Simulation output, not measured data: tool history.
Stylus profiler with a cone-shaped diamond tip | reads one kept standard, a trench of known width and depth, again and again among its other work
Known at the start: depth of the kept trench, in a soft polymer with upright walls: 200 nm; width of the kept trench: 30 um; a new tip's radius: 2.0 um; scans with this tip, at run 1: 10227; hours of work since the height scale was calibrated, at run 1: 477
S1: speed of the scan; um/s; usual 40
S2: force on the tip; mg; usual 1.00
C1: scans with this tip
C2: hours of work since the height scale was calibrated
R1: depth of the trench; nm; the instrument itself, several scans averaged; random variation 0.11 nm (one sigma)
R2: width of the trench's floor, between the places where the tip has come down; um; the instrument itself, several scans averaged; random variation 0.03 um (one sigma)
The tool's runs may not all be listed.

{"run": 1, "day": 0.0, "S1": 40, "S2": 1.0, "C1": 10227, "C2": 477, "R1": 200.34, "R2": 27.63}
{"run": 2, "day": 2.05, "S1": 40, "S2": 1.0, "C1": 10429, "C2": 510, "R1": 200.35, "R2": 27.68}
{"run": 3, "day": 5.058, "S1": 68, "S2": 1.0, "C1": 10724, "C2": 560, "R1": 200.29, "R2": 27.51}
{"run": 4, "day": 7.112, "S1": 11, "S2": 1.0, "C1": 10926, "C2": 594, "R1": 200.38, "R2": 27.74}
{"run": 5, "day": 8.788, "S1": 46, "S2": 1.0, "C1": 11091, "C2": 622, "R1": 200.36, "R2": 27.6}
{"run": 6, "day": 11.604, "S1": 40, "S2": 0.95, "C1": 11368, "C2": 668, "R1": 200.11, "R2": 27.58}
{"day": 11.796, "done": "height scale calibrated on a step standard"}
{"run": 7, "day": 13.488, "S1": 40, "S2": 0.95, "C1": 11551, "C2": 28, "R1": 199.77, "R2": 27.59}
{"run": 8, "day": 16.071, "S1": 135, "S2": 0.34, "C1": 11805, "C2": 70, "R1": 199.68, "R2": 26.58}
{"run": 9, "day": 17.7, "S1": 52, "S2": 0.34, "C1": 11965, "C2": 97, "R1": 199.2, "R2": 27.31}
{"run": 10, "day": 20.908, "S1": 52, "S2": 0.34, "C1": 12281, "C2": 150, "R1": 199.47, "R2": 27.31}
{"day": 21.908, "done": "height scale calibrated on a step standard, once more"}
{"run": 11, "day": 22.479, "S1": 52, "S2": 0.34, "C1": 12433, "C2": 9, "R1": 200.36, "R2": 27.26}

The same runs without the tool's hidden state, with the same run-to-run variation:
The hidden state here: radius of the tip, um; height scale over the true one, %; drift of the gauge itself on depth_nm, %; drift of the gauge itself on floor_um, %.
run=1 R1=200.75 R2=28.02
run=2 R1=200.78 R2=28.08
run=3 R1=200.77 R2=27.92
run=4 R1=200.88 R2=28.16
run=5 R1=200.89 R2=28.03
run=6 R1=200.68 R2=28.01
run=7 R1=200.70 R2=28.03
run=8 R1=200.64 R2=27.03
run=9 R1=200.18 R2=27.76
run=10 R1=200.50 R2=27.77
run=11 R1=200.32 R2=27.73
